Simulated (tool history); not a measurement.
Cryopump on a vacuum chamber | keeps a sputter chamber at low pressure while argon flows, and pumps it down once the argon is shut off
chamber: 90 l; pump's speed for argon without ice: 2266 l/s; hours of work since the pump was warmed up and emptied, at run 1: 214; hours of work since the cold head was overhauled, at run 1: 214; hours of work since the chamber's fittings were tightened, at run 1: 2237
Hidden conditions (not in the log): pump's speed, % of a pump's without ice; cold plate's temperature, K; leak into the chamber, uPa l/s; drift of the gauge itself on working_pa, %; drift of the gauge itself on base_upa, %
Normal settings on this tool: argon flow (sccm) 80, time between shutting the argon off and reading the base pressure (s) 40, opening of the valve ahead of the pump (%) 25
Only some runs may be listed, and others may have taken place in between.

run,hour,argon flow (sccm),time between shutting the argon off and reading the base pressure (s),opening of the valve ahead of the pump (%),hours of work since the pump was warmed up and emptied,hours of work since the cold head was overhauled,hours of work since the chamber's fittings were tightened,pressure while argon flows (Pa),pressure after the wait (uPa)
1,0,80,40,25,214,214,2237,0.2449,2.07
2,17.3,80,40,25,229,229,2252,0.2421,2.13
3,34.9,80,40,25,245,245,2268,0.2422,2.16
4,42.7,80,242,25,251,251,2274,0.2448,1.19
5,61.2,80,40,25,267,267,2291,0.2438,2.14
6,74.4,80,163,25,279,279,2302,0.2451,1.28
7,84.9,80,34,25,288,288,2311,0.2455,2.42
8,98.5,80,34,25,300,300,2323,0.2463,2.29
9,110.8,80,34,25,311,311,2334,0.2477,2.41
10,123.1,80,40,16,321,321,2344,0.3783,2.2
11,136.5,80,249,25,333,333,2356,0.2469,1.25
12,144.4,80,249,25,340,340,2363,0.2447,1.25
13,154.7,80,40,25,349,349,2372,0.2455,2.19
14,168,80,40,25,360,360,2384,0.2469,2.3
15,184.1,80,40,25,374,374,2398,0.2471,2.22
16,201.8,80,40,25,390,390,2413,0.2457,2.25
17,216.8,39,40,25,403,403,2426,0.1204,2.28
18,225.6,53,51,22,411,411,2434,0.1856,2.03
19,234,53,51,24,418,418,2441,0.1716,2.07
20,250.9,153,216,24,433,433,2456,0.4945,1.38
21,265.4,153,216,24,445,445,2468,0.4946,1.35
22,274.9,102,53,32,454,454,2477,0.2487,2.06
23,289.7,105,25,31,466,466,2490,0.2675,3.08
24,298.5,80,21,25,474,474,2497,0.2499,3.23
25,309.3,51,98,57,484,484,2507,0.0741,1.66
26,324.1,155,51,33,496,496,2520,0.3703,2.15
27,333.9,155,51,33,505,505,2528,0.3707,2.08
28,343.7,42,100,25,513,513,2537,0.1326,1.73
29,354.7,42,100,25,523,523,2546,0.1322,1.67
30,369.8,80,241,45,536,536,2559,0.1445,1.39
31,386.9,80,209,44,551,551,2574,0.1484,1.46
32,402.1,80,209,44,564,564,2587,0.1488,1.47
33,416.1,80,88,25,576,576,2600,0.2519,1.78
34,430.7,80,88,25,589,589,2612,0.2516,1.78

Per-run results on a tool with no hidden state, each run keeping its own random variation:
run,pressure while argon flows (Pa),pressure after the wait (uPa)
1,0.2403,1.24
2,0.2373,1.28
3,0.237,1.29
4,0.2394,0.31
5,0.2382,1.25
6,0.2391,0.4
7,0.2394,1.51
8,0.2399,1.41
9,0.241,1.49
10,0.3714,1.27
11,0.2397,0.3
12,0.2374,0.31
13,0.238,1.26
14,0.2391,1.33
15,0.2389,1.26
16,0.2372,1.28
17,0.1161,1.28
18,0.1797,1.03
19,0.1655,1.06
20,0.4761,0.36
21,0.4756,0.35
22,0.2359,1.02
23,0.2537,2.01
24,0.2392,2.21
25,0.0671,0.6
26,0.3486,1.08
27,0.3485,1.02
28,0.1264,0.63
29,0.1259,0.57
30,0.1322,0.3
31,0.1357,0.33
32,0.1357,0.36
33,0.2385,0.65
34,0.2378,0.64

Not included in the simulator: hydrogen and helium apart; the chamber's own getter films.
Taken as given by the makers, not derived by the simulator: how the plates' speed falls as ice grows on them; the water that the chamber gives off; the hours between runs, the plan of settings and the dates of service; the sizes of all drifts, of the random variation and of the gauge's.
